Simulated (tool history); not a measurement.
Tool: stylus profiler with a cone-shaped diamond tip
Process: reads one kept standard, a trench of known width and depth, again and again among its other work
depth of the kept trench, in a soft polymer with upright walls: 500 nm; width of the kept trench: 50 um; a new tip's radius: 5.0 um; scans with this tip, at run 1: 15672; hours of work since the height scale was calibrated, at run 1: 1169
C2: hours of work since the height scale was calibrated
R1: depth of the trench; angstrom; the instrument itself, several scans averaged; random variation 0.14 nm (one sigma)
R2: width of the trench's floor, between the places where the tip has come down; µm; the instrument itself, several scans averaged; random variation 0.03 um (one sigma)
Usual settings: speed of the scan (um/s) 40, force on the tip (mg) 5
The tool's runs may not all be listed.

run 1 day=0 | speed_of_the_scan_(um/s)=40 force_on_the_tip_(mg)=5 | scans_with_this_tip=15672 C2=1169 | R1=5107.2 R2=43.68
run 2 day=1.062 | speed_of_the_scan_(um/s)=40 force_on_the_tip_(mg)=5.23 | scans_with_this_tip=15879 C2=1184 | R1=5108.5 R2=43.68
run 3 day=2.008 | speed_of_the_scan_(um/s)=40 force_on_the_tip_(mg)=2.5 | scans_with_this_tip=16063 C2=1198 | R1=5078.7 R2=43.54
run 4 day=3.025 | speed_of_the_scan_(um/s)=40 force_on_the_tip_(mg)=2.5 | scans_with_this_tip=16261 C2=1213 | R1=5079.5 R2=43.49
run 5 day=4.325 | speed_of_the_scan_(um/s)=40 force_on_the_tip_(mg)=5 | scans_with_this_tip=16513 C2=1232 | R1=5107.7 R2=43.51
run 6 day=5.038 | speed_of_the_scan_(um/s)=40 force_on_the_tip_(mg)=5 | scans_with_this_tip=16652 C2=1242 | R1=5109.8 R2=43.48
run 7 day=6.004 | speed_of_the_scan_(um/s)=40 force_on_the_tip_(mg)=9.96 | scans_with_this_tip=16840 C2=1256 | R1=5157 R2=43.52
run 8 day=6.554 | speed_of_the_scan_(um/s)=40 force_on_the_tip_(mg)=5 | scans_with_this_tip=16947 C2=1264 | R1=5111.2 R2=43.47
run 9 day=7.212 | speed_of_the_scan_(um/s)=40 force_on_the_tip_(mg)=1.84 | scans_with_this_tip=17075 C2=1274 | R1=5070.3 R2=43.47
run 10 day=8.442 | speed_of_the_scan_(um/s)=40 force_on_the_tip_(mg)=1.84 | scans_with_this_tip=17315 C2=1292 | R1=5070.7 R2=43.42
run 11 day=9.604 | speed_of_the_scan_(um/s)=40 force_on_the_tip_(mg)=1.84 | scans_with_this_tip=17541 C2=1308 | R1=5071.9 R2=43.32
run 12 day=10.796 | speed_of_the_scan_(um/s)=40 force_on_the_tip_(mg)=1.84 | scans_with_this_tip=17773 C2=1326 | R1=5072.1 R2=43.35
run 13 day=11.842 | speed_of_the_scan_(um/s)=40 force_on_the_tip_(mg)=1.84 | scans_with_this_tip=17976 C2=1341 | R1=5071.7 R2=43.33
run 14 day=12.742 | speed_of_the_scan_(um/s)=40 force_on_the_tip_(mg)=1.84 | scans_with_this_tip=18151 C2=1354 | R1=5072.5 R2=43.3
run 15 day=14.071 | speed_of_the_scan_(um/s)=40 force_on_the_tip_(mg)=5 | scans_with_this_tip=18410 C2=1373 | R1=5111.5 R2=43.36
run 16 day=14.671 | speed_of_the_scan_(um/s)=40 force_on_the_tip_(mg)=5 | scans_with_this_tip=18526 C2=1382 | R1=5111.8 R2=43.3
run 17 day=15.954 | speed_of_the_scan_(um/s)=40 force_on_the_tip_(mg)=5 | scans_with_this_tip=18777 C2=1401 | R1=5111.6 R2=43.29
run 18 day=17.221 | speed_of_the_scan_(um/s)=40 force_on_the_tip_(mg)=3.71 | scans_with_this_tip=19023 C2=1419 | R1=5098 R2=43.23
run 19 day=17.808 | speed_of_the_scan_(um/s)=40 force_on_the_tip_(mg)=3.71 | scans_with_this_tip=19137 C2=1427 | R1=5100.7 R2=43.27
run 20 day=18.704 | speed_of_the_scan_(um/s)=40 force_on_the_tip_(mg)=3.71 | scans_with_this_tip=19311 C2=1440 | R1=5096.8 R2=43.21
run 21 day=19.367 | speed_of_the_scan_(um/s)=78 force_on_the_tip_(mg)=5.48 | scans_with_this_tip=19440 C2=1450 | R1=5118.2 R2=43.17
run 22 day=20.004 | speed_of_the_scan_(um/s)=10 force_on_the_tip_(mg)=13.94 | scans_with_this_tip=19565 C2=1459 | R1=5194.1 R2=43.29
run 23 day=20.804 | speed_of_the_scan_(um/s)=40 force_on_the_tip_(mg)=2.4 | scans_with_this_tip=19720 C2=1471 | R1=5082.4 R2=43.11
run 24 day=21.95 | speed_of_the_scan_(um/s)=43 force_on_the_tip_(mg)=3.09 | scans_with_this_tip=19943 C2=1488 | R1=5090.6 R2=43.15
run 25 day=22.729 | speed_of_the_scan_(um/s)=40 force_on_the_tip_(mg)=7.73 | scans_with_this_tip=20095 C2=1499 | R1=5141.8 R2=43.21
run 26 day=24.017 | speed_of_the_scan_(um/s)=40 force_on_the_tip_(mg)=7.73 | scans_with_this_tip=20345 C2=1518 | R1=5143 R2=43.16
run 27 day=24.762 | speed_of_the_scan_(um/s)=40 force_on_the_tip_(mg)=7.73 | scans_with_this_tip=20490 C2=1528 | R1=5143.5 R2=43.13
run 28 day=25.442 | speed_of_the_scan_(um/s)=142 force_on_the_tip_(mg)=4.02 | scans_with_this_tip=20623 C2=1538 | R1=5105.5 R2=42.87
run 29 day=26.533 | speed_of_the_scan_(um/s)=142 force_on_the_tip_(mg)=4.02 | scans_with_this_tip=20835 C2=1554 | R1=5106 R2=42.87
run 30 day=27.104 | speed_of_the_scan_(um/s)=27 force_on_the_tip_(mg)=7.11 | scans_with_this_tip=20946 C2=1562 | R1=5137.7 R2=43.07
-- day=27.817 new tip fitted, height scale calibrated
run 31 day=28.392 | speed_of_the_scan_(um/s)=20 force_on_the_tip_(mg)=13.07 | scans_with_this_tip=112 C2=8 | R1=5153.2 R2=45.6
run 32 day=29.071 | speed_of_the_scan_(um/s)=23 force_on_the_tip_(mg)=4.87 | scans_with_this_tip=244 C2=18 | R1=5080 R2=45.59
run 33 day=29.858 | speed_of_the_scan_(um/s)=16 force_on_the_tip_(mg)=6.29 | scans_with_this_tip=397 C2=30 | R1=5093 R2=45.59
run 34 day=30.8 | speed_of_the_scan_(um/s)=56 force_on_the_tip_(mg)=2.84 | scans_with_this_tip=581 C2=43 | R1=5054.6 R2=45.4
run 35 day=31.542 | speed_of_the_scan_(um/s)=56 force_on_the_tip_(mg)=2.84 | scans_with_this_tip=725 C2=54 | R1=5056.1 R2=45.37
run 36 day=32.512 | speed_of_the_scan_(um/s)=56 force_on_the_tip_(mg)=2.84 | scans_with_this_tip=914 C2=68 | R1=5055.6 R2=45.32
run 37 day=33.85 | speed_of_the_scan_(um/s)=28 force_on_the_tip_(mg)=12.91 | scans_with_this_tip=1174 C2=88 | R1=5152.8 R2=45.44
run 38 day=34.954 | speed_of_the_scan_(um/s)=28 force_on_the_tip_(mg)=7.44 | scans_with_this_tip=1389 C2=104 | R1=5106.7 R2=45.33

Forecast each of these 3 alternatives for the next run:
run A day=35.725 | speed_of_the_scan_(um/s)=47 force_on_the_tip_(mg)=9.03 | scans_with_this_tip=1539 C2=115 | R1=? R2=?
run B day=35.725 | speed_of_the_scan_(um/s)=109 force_on_the_tip_(mg)=14.46 | scans_with_this_tip=1539 C2=115 | R1=? R2=?
run C day=35.725 | speed_of_the_scan_(um/s)=87 force_on_the_tip_(mg)=7.44 | scans_with_this_tip=1539 C2=115 | R1=? R2=?

run=A R1=5122 R2=45.34
run=B R1=5166.1 R2=45.25
run=C R1=5105.7 R2=45.25
Without the tool's hidden state the same runs would have given:
run=A R1=5119.9 R2=45.58
run=B R1=5164 R2=45.49
run=C R1=5103.6 R2=45.49

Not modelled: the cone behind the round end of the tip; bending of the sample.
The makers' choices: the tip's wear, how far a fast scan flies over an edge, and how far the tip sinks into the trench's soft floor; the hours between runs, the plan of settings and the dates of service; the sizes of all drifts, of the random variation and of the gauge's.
